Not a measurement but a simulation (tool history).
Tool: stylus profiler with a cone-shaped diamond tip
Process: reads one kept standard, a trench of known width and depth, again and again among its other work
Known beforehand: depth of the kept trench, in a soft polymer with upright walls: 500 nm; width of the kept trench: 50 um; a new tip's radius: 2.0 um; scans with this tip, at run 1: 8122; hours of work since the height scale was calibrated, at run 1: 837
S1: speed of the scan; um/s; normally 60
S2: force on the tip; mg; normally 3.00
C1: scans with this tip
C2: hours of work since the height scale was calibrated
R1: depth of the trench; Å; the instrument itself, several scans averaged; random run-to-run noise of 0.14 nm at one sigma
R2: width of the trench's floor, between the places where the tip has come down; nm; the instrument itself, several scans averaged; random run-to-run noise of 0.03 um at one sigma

run	hour	S1	S2	C1	C2	R1	R2
1	0.0	60	3.00	8122	837	5103.5	45560
2	12.3	60	3.00	8196	845	5103.1	45550
3	29.0	60	3.31	8297	855	5109.8	45530
4	43.2	60	1.14	8382	864	5062.2	45330
5	58.7	60	1.14	8476	874	5062.6	45370
6	70.4	60	3.36	8546	881	5110.3	45570
7	87.4	60	1.13	8648	891	5064.4	45320
# hour 89.8: height scale calibrated on a step standard
8	103.0	37	1.92	8739	8	5091.7	45560
9	121.0	17	7.26	8847	19	5182.7	45680
10	142.6	24	7.40	8977	33	5184.4	45620
11	159.3	24	7.40	9078	43	5184.8	45620
12	175.8	24	7.40	9177	53	5183.6	45620

Some steps in R1 between neighbouring runs. How much of each would the tool show without its hidden state too (settings, what came in, random variation), and how much is left for the hidden state, with any gauge scatter that isn't in both results?
Hidden conditions of the tool in this case: radius of the tip, um; height scale over the true one, %; drift of the gauge itself on depth_nm, %; drift of the gauge itself on floor_um, %.
Run 7 -> 8: S1 60 -> 37, S2 1.13 -> 1.92, height scale calibrated on a step standard. R1 +27.3 Å: hidden state +11.2, all else +16.1.
Run 8 -> 9: S1 37 -> 17, S2 1.92 -> 7.26. R1 +91.0 Å: hidden state +0.8, all else +90.2.
